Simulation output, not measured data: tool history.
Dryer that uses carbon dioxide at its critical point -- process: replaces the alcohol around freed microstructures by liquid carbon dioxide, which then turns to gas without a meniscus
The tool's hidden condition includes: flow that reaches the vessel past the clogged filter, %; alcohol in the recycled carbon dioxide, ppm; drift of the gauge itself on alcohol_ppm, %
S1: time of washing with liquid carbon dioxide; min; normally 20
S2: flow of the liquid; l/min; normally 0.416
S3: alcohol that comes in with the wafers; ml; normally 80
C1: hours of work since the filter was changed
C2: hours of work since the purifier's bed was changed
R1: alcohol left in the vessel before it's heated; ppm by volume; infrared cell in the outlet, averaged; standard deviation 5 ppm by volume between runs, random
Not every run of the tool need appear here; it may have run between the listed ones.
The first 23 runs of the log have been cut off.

| run | hour | S1 | S2 | S3 | C1 | C2 | R1 |
|---|---|---|---|---|---|---|---|
| 24 | 250.4 | 20 | 0.387 | 88 | 272 | 336 | 215 |
| 25 | 260.8 | 20 | 0.387 | 88 | 277 | 341 | 207 |
| 26 | 270.4 | 27 | 0.684 | 68 | 281 | 345 | 95 |
| 27 | 278.9 | 17 | 0.628 | 60 | 285 | 349 | 106 |
| 28 | 288.4 | 23 | 0.628 | 60 | 289 | 353 | 102 |
| 29 | 303.3 | 13 | 0.437 | 83 | 296 | 360 | 739 |
| 30 | 318.3 | 13 | 0.437 | 83 | 302 | 366 | 762 |
| 31 | 331.1 | 13 | 0.437 | 83 | 308 | 372 | 774 |

Run 32, settings as shown, results not yet in. Your forecast:
| 32 | 345.8 | 18 | 0.457 | 98 | 315 | 379 | ? |

{"run 32": {"R1": 210}}
Had the tool carried no hidden state, the very same run would have given R1 47 ppm by volume.
